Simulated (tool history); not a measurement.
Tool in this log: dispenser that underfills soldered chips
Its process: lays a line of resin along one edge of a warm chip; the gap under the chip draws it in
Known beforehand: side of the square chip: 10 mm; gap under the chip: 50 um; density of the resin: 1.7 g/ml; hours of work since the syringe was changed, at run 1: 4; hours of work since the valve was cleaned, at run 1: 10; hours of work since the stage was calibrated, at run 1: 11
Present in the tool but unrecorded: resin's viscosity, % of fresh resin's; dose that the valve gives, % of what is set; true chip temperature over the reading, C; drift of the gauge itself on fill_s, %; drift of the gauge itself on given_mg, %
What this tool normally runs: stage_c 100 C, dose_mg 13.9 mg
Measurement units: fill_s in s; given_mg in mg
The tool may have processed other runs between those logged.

run	day	stage_c	dose_mg	hours of work since the syringe was changed	hours of work since the valve was cleaned	hours of work since the stage was calibrated	fill_s	given_mg
1	0	100	13.9	4	10	11	112.7	13.81
2	0.092	100	13.9	5	11	13	125.5	13.82
# day 0.138: new syringe of resin
3	0.271	100	13.9	2	14	16	102.1	13.83
4	0.446	100	14.1	6	17	19	130.7	14.09
# day 0.471: new syringe of resin
5	0.638	100	14.1	3	21	22	107.5	14.04
6	0.738	100	14.1	5	22	24	121.5	14
# day 0.808: new syringe of resin
7	0.929	100	13.9	2	26	27	104.3	13.65
8	1.112	100	13.9	5	29	30	131.1	13.72
# day 1.142: new syringe of resin
9	1.271	100	13.9	2	31	33	103.3	13.7
10	1.417	100	13.9	5	34	35	124.1	13.75
# day 1.471: new syringe of resin
11	1.596	100	13.9	2	37	38	102	13.61
# day 1.796: new syringe of resin
12	1.796	100	13.9	0	40	42	85.6	13.57
13	1.962	100	13.9	3	43	45	107.9	13.61
# day 2.125: new syringe of resin
14	2.133	100	13.9	0	46	48	89	13.65
15	2.258	100	13.9	2	48	50	105.3	13.57
# day 2.45: new syringe of resin
16	2.454	100	11.8	0	52	53	91.6	11.47
17	2.546	100	11.8	2	53	55	100.9	11.54
18	2.712	100	11.8	5	56	58	125	11.51
# day 2.792: new syringe of resin
19	2.821	91	15.9	1	58	59	119.3	15.5
20	2.933	100	11.8	3	60	61	109.3	11.49
21	3.017	100	11.8	4	61	63	123	11.47
# day 3.125: new syringe of resin
22	3.133	102	11.8	0	63	65	84.7	11.51
23	3.267	86	13.3	3	66	67	162.4	12.85
24	3.354	111	17.7	4	67	69	83.3	17.13
# day 3.45: new syringe of resin
25	3.508	103	14.9	1	70	71	87.9	14.47
26	3.638	97	17.8	3	72	73	120.2	17.22
# day 3.7: dispensing valve cleaned and set on the balance
# day 3.825: new syringe of resin
27	3.854	105	13.9	1	2	76	80.6	13.82
28	3.954	96	16.5	2	4	78	115.3	16.51
29	4.079	98	17.3	5	7	80	128	17.3
# day 4.15: new syringe of resin
30	4.233	98	17.3	1	9	83	104.9	17.19
31	4.379	103	12.4	4	12	85	114.1	12.36
# day 4.488: new syringe of resin
32	4.496	112	15.8	0	14	87	63.3	15.74
33	4.679	86	13.1	3	17	91	175.4	12.99
34	4.779	102	14.5	5	19	92	118.8	14.38
# day 4.825: new syringe of resin
35	4.908	102	14.5	1	21	94	93.4	14.4

How the hidden state differs across the entries between the runs, from the last listed run before each to the first after it:
Logged between run 2 and run 3: new syringe of resin (day 0.138)
  resin's viscosity, % of fresh resin's: 146.7 -> 118.7; dose that the valve gives, % of what is set: 99.68 -> 99.53; true chip temperature over the reading, C: -0.18 -> -0.19
  what was measured, less what the result would be without the hidden state, fill_s: +40.5 -> +16.7 s; given_mg: -0.04 -> -0.06 mg
Logged between run 4 and run 5: new syringe of resin (day 0.471)
  resin's viscosity, % of fresh resin's: 150 -> 123.6; dose that the valve gives, % of what is set: 99.34 -> 99.17; true chip temperature over the reading, C: -0.21 -> -0.22
  what was measured, less what the result would be without the hidden state, fill_s: +43.8 -> +21.1 s; given_mg: -0.09 -> -0.12 mg
Logged between run 6 and run 7: new syringe of resin (day 0.808)
  resin's viscosity, % of fresh resin's: 140.9 -> 118.1; dose that the valve gives, % of what is set: 99.07 -> 98.88; true chip temperature over the reading, C: -0.23 -> -0.24
  what was measured, less what the result would be without the hidden state, fill_s: +36 -> +16.6 s; given_mg: -0.13 -> -0.16 mg
Logged between run 8 and run 9: new syringe of resin (day 1.142)
  resin's viscosity, % of fresh resin's: 150.5 -> 118; dose that the valve gives, % of what is set: 98.71 -> 98.57; true chip temperature over the reading, C: -0.26 -> -0.27
  what was measured, less what the result would be without the hidden state, fill_s: +44.8 -> +16.6 s; given_mg: -0.18 -> -0.2 mg
Logged between run 10 and run 11: new syringe of resin (day 1.471)
  resin's viscosity, % of fresh resin's: 142.7 -> 118.3; dose that the valve gives, % of what is set: 98.44 -> 98.27; true chip temperature over the reading, C: -0.29 -> -0.3
  what was measured, less what the result would be without the hidden state, fill_s: +38.1 -> +16.7 s; given_mg: -0.22 -> -0.24 mg
Logged between run 11 and run 12: new syringe of resin (day 1.796)
  resin's viscosity, % of fresh resin's: 118.3 -> 99.3; dose that the valve gives, % of what is set: 98.27 -> 98.1; true chip temperature over the reading, C: -0.3 -> -0.32
  what was measured, less what the result would be without the hidden state, fill_s: +16.7 -> +0.4 s; given_mg: -0.24 -> -0.26 mg
Logged between run 13 and run 14: new syringe of resin (day 2.125)
  resin's viscosity, % of fresh resin's: 123.5 -> 102.6; dose that the valve gives, % of what is set: 97.96 -> 97.8; true chip temperature over the reading, C: -0.33 -> -0.35
  what was measured, less what the result would be without the hidden state, fill_s: +21.6 -> +3.3 s; given_mg: -0.29 -> -0.31 mg
Logged between run 15 and run 16: new syringe of resin (day 2.45)
  resin's viscosity, % of fresh resin's: 120.6 -> 99.9; dose that the valve gives, % of what is set: 97.68 -> 97.5; true chip temperature over the reading, C: -0.36 -> -0.37
  what was measured, less what the result would be without the hidden state, fill_s: +19.2 -> +1.5 s; given_mg: -0.32 -> -0.3 mg
Logged between run 18 and run 19: new syringe of resin (day 2.792)
  resin's viscosity, % of fresh resin's: 140.6 -> 104.3; dose that the valve gives, % of what is set: 97.27 -> 97.18; true chip temperature over the reading, C: -0.4 -> -0.41
  what was measured, less what the result would be without the hidden state, fill_s: +37.7 -> +6.5 s; given_mg: -0.32 -> -0.45 mg
Logged between run 21 and run 22: new syringe of resin (day 3.125)
  resin's viscosity, % of fresh resin's: 134.9 -> 99.3; dose that the valve gives, % of what is set: 97 -> 96.9; true chip temperature over the reading, C: -0.42 -> -0.44
  what was measured, less what the result would be without the hidden state, fill_s: +33.6 -> +1.1 s; given_mg: -0.35 -> -0.36 mg
Logged between run 24 and run 25: new syringe of resin (day 3.45)
  resin's viscosity, % of fresh resin's: 133.1 -> 107.3; dose that the valve gives, % of what is set: 96.68 -> 96.53; true chip temperature over the reading, C: -0.46 -> -0.47
  what was measured, less what the result would be without the hidden state, fill_s: +21.6 -> +7.2 s; given_mg: -0.59 -> -0.52 mg
Logged between run 26 and run 27: dispensing valve cleaned and set on the balance (day 3.7); new syringe of resin (day 3.825)
  resin's viscosity, % of fresh resin's: 126.8 -> 104.6; dose that the valve gives, % of what is set: 96.4 -> 99.95; true chip temperature over the reading, C: -0.48 -> -0.5
  what was measured, less what the result would be without the hidden state, fill_s: +26.9 -> +4.6 s; given_mg: -0.64 -> -0.01 mg
Logged between run 29 and run 30: new syringe of resin (day 4.15)
  resin's viscosity, % of fresh resin's: 141 -> 113.9; dose that the valve gives, % of what is set: 99.73 -> 99.59; true chip temperature over the reading, C: -0.52 -> -0.53
  what was measured, less what the result would be without the hidden state, fill_s: +38.6 -> +14.4 s; given_mg: -0.05 -> -0.07 mg
Logged between run 31 and run 32: new syringe of resin (day 4.488)
  resin's viscosity, % of fresh resin's: 138.2 -> 100.4; dose that the valve gives, % of what is set: 99.47 -> 99.36; true chip temperature over the reading, C: -0.54 -> -0.55
  what was measured, less what the result would be without the hidden state, fill_s: +32.8 -> +1.2 s; given_mg: -0.07 -> -0.1 mg
Logged between run 34 and run 35: new syringe of resin (day 4.825)
  resin's viscosity, % of fresh resin's: 146.3 -> 112.2; dose that the valve gives, % of what is set: 99.09 -> 98.99; true chip temperature over the reading, C: -0.58 -> -0.59
  what was measured, less what the result would be without the hidden state, fill_s: +39.1 -> +11.7 s; given_mg: -0.13 -> -0.15 mg
